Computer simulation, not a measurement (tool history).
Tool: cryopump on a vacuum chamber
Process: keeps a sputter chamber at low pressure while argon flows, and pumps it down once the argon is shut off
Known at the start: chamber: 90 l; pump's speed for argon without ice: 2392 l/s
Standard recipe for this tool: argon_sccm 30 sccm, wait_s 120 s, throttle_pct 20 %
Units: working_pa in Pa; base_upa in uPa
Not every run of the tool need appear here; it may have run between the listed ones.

| run | hour | argon_sccm | wait_s | throttle_pct | working_pa | base_upa |
|---|---|---|---|---|---|---|
| 1 | 0.0 | 30 | 120 | 20 | 0.1068 | 1.11 |
| 2 | 23.2 | 30 | 120 | 15 | 0.1427 | 1.15 |
| 3 | 54.4 | 30 | 120 | 20 | 0.1073 | 1.18 |
| 4 | 78.9 | 30 | 120 | 17 | 0.1260 | 1.13 |
| 5 | 119.0 | 30 | 120 | 17 | 0.1264 | 1.17 |
| 6 | 168.7 | 30 | 120 | 20 | 0.1074 | 1.23 |
|  | 200.0 | leaking fittings of the chamber tightened, without venting |
| 7 | 216.5 | 30 | 120 | 20 | 0.1077 | 0.45 |
| 8 | 247.9 | 30 | 120 | 20 | 0.1084 | 0.48 |
| 9 | 288.4 | 30 | 120 | 45 | 0.0497 | 0.51 |
| 10 | 322.5 | 30 | 120 | 45 | 0.0495 | 0.47 |
| 11 | 344.7 | 30 | 120 | 45 | 0.0496 | 0.53 |
| 12 | 387.3 | 30 | 120 | 45 | 0.0502 | 0.57 |
| 13 | 421.7 | 30 | 120 | 20 | 0.1092 | 0.59 |
| 14 | 458.1 | 30 | 120 | 20 | 0.1094 | 0.55 |
|  | 492.3 | pump warmed up, emptied and cooled again |
| 15 | 514.5 | 30 | 120 | 20 | 0.1072 | 0.51 |
| 16 | 548.9 | 30 | 120 | 20 | 0.1074 | 0.56 |
| 17 | 596.6 | 30 | 120 | 20 | 0.1071 | 0.58 |
| 18 | 646.6 | 30 | 120 | 20 | 0.1075 | 0.64 |
| 19 | 687.3 | 60 | 129 | 43 | 0.1025 | 0.63 |
| 20 | 717.8 | 14 | 22 | 33 | 0.0306 | 1.84 |
| 21 | 756.1 | 59 | 120 | 36 | 0.1199 | 0.65 |
| 22 | 785.6 | 30 | 267 | 25 | 0.0875 | 0.49 |
| 23 | 813.3 | 30 | 267 | 24 | 0.0903 | 0.57 |
| 24 | 847.0 | 30 | 267 | 24 | 0.0913 | 0.59 |
| 25 | 896.6 | 30 | 22 | 43 | 0.0525 | 2.04 |
| 26 | 932.0 | 13 | 90 | 22 | 0.0427 | 0.85 |
| 27 | 977.6 | 13 | 90 | 33 | 0.0297 | 0.93 |

Forecast run 28:
|  | 1005.8 | pump warmed up, emptied and cooled again |
| 28 | 1005.8 | 16 | 109 | 31 | ? | ? |

{"run 28": {"working_pa": 0.0371, "base_upa": 0.75}}
Without the tool's hidden state the same run would have given working_pa 0.0368 Pa, base_upa 0.40 uPa.
